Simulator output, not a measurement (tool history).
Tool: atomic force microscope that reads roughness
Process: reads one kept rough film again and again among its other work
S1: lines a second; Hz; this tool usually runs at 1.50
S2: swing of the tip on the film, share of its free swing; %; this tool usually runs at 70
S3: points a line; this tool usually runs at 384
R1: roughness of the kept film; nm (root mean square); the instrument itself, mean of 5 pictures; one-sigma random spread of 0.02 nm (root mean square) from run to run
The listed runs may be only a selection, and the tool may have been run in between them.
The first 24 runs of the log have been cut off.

run	hour	S1	S2	S3	R1
25	716.2	1.50	86	641	3.320
26	738.9	0.62	61	612	3.678
# hour 753.5: new tip fitted
27	774.4	1.50	70	290	4.785
28	818.1	1.50	89	384	4.310
29	861.4	0.83	89	342	4.429
30	881.4	0.83	89	342	4.375
31	900.7	0.66	58	384	4.633
32	939.5	0.70	77	651	4.433
33	983.3	0.62	55	756	4.432
34	1008.3	0.62	55	756	4.379
35	1041.2	0.62	55	756	4.267
36	1067.0	0.56	74	834	4.147
37	1089.0	1.47	74	595	3.893
38	1126.1	2.83	63	632	3.823
39	1159.6	1.50	69	307	3.780
40	1181.4	1.50	69	307	3.703
41	1215.9	1.50	69	307	3.673
42	1235.1	0.71	82	384	3.616

Alternative continuations, all from the tool just after run 42; predict every row:
A	1255.0	1.50	70	719	?
B	1255.0	0.71	82	344	?
C	1255.0	0.71	58	850	?

run	R1
A	3.565
B	3.573
C	3.739
Without the tool's unlogged condition, the same runs would have read:
run	R1
A	4.955
B	4.966
C	5.199
